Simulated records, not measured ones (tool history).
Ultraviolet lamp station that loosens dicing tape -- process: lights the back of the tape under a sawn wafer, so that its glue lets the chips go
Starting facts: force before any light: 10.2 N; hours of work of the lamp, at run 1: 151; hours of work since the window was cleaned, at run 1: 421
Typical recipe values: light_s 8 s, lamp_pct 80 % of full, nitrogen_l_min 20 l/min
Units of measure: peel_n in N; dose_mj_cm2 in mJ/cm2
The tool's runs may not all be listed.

run   hour  light_s  lamp_pct  nitrogen_l_min  hours of work of the lamp  hours of work since the window was cleaned  peel_n  dose_mj_cm2
  1    0.0        8        80              20                        151                                         421   0.726          408
  2   13.3        8        80              20                        158                                         429   0.698          413
  3   25.2        8        80              20                        166                                         436   0.717          417
  4   35.7        8        85              20                        172                                         442   0.633          436
  5   52.1        8        85              20                        181                                         452   0.621          434
  6   71.6        8        85              20                        193                                         464   0.625          429
  7   89.2        6        80              20                        203                                         474   1.339          310
  8  105.8       14        80              20                        213                                         484   0.250          702
  9  115.6        4        96              35                        219                                         490   1.677          246
 10  125.7        8        74               9                        225                                         496   1.260          370
 11  139.2        6        71              38                        233                                         504   1.375          267
 12  148.3        8        87              10                        239                                         509   0.884          435
 13  167.0        8        87              10                        250                                         520   0.885          435
 14  180.8        8        87              10                        258                                         528   0.902          433
 15  194.3        4        68              10                        266                                         536   3.751          171
 16  207.3        4        68              10                        274                                         544   3.750          167

Measured result minus the same run's result without the hidden state. Both carry the same run-to-run variation, though not necessarily the same gauge scatter:
Hidden state at play: lamp's light, % of a new lamp's; light that the window lets through, % of a clean one's; drift of the gauge itself on peel_n, %; drift of the gauge itself on dose_mj_cm2, %.
run  peel_n  dose_mj_cm2
  1  +0.158          -50
  2  +0.156          -52
  3  +0.164          -53
  4  +0.147          -58
  5  +0.148          -59
  6  +0.154          -62
  7  +0.315          -46
  8  +0.032         -107
  9  +0.381          -37
 10  +0.317          -58
 11  +0.345          -43
 12  +0.247          -71
 13  +0.253          -74
 14  +0.260          -75
 15  +0.603          -30
 16  +0.614          -31

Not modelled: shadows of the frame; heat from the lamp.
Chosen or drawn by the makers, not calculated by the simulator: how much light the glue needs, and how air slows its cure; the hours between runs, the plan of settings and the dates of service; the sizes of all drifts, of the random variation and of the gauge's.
